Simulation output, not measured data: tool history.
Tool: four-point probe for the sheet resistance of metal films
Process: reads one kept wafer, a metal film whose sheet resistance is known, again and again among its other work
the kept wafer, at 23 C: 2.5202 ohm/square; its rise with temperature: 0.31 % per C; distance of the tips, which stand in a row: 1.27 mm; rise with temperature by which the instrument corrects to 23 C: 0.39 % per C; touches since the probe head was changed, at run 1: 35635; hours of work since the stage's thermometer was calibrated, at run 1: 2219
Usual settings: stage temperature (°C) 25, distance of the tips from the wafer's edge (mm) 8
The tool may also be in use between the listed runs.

| run | day | stage temperature (°C) | distance of the tips from the wafer's edge (mm) | touches since the probe head was changed | hours of work since the stage's thermometer was calibrated | sheet resistance as the instrument gives it (ohm/square) |
|---|---|---|---|---|---|---|
| 1 | 0 | 25 | 8 | 35635 | 2219 | 2.56124 |
| 2 | 3.171 | 30 | 8 | 38535 | 2268 | 2.550977 |
| 3 | 7.083 | 30 | 8 | 42113 | 2328 | 2.551852 |
| 4 | 10.371 | 26 | 8 | 45119 | 2378 | 2.560316 |
| 5 | 13 | 26 | 8 | 47522 | 2419 | 2.560384 |
|  | 14.896 | stage's thermometer calibrated |
| 6 | 18.962 | 26 | 8 | 52957 | 63 | 2.56389 |
| 7 | 21.379 | 25 | 8 | 55167 | 100 | 2.566514 |
| 8 | 24.179 | 25 | 8 | 57726 | 143 | 2.567023 |
| 9 | 28.767 | 25 | 42 | 61921 | 213 | 2.534888 |
| 10 | 32.121 | 25 | 42 | 64988 | 265 | 2.535354 |
| 11 | 34.971 | 23 | 15 | 67596 | 309 | 2.548441 |
| 12 | 37.796 | 19 | 6 | 70177 | 352 | 2.606964 |
| 13 | 42.462 | 19 | 6 | 74447 | 424 | 2.608011 |
|  | 43.275 | stage's thermometer calibrated, once more |
| 14 | 45.504 | 33 | 26 | 77208 | 34 | 2.51709 |
|  | 48.212 | new probe head fitted |
| 15 | 49.438 | 21 | 8 | 1123 | 94 | 2.545839 |
| 16 | 53.388 | 33 | 8 | 4733 | 155 | 2.52247 |
| 17 | 57.121 | 33 | 8 | 8147 | 212 | 2.522792 |
| 18 | 60.317 | 22 | 8 | 11069 | 262 | 2.545766 |
| 19 | 64.025 | 23 | 7 | 14461 | 319 | 2.554132 |

Forecast each of these 3 alternatives for the next run:
| A | 67.925 | 21 | 7 | 18027 | 379 | ? |
| B | 67.925 | 28 | 28 | 18027 | 379 | ? |
| C | 67.925 | 23 | 17 | 18027 | 379 | ? |

| run | sheet resistance as the instrument gives it (ohm/square) |
|---|---|
| A | 2.559018 |
| B | 2.503763 |
| C | 2.519158 |
Without the tool's hidden state the same runs would have given:
| run | sheet resistance as the instrument gives it (ohm/square) |
|---|---|
| A | 2.568283 |
| B | 2.512864 |
| C | 2.528297 |

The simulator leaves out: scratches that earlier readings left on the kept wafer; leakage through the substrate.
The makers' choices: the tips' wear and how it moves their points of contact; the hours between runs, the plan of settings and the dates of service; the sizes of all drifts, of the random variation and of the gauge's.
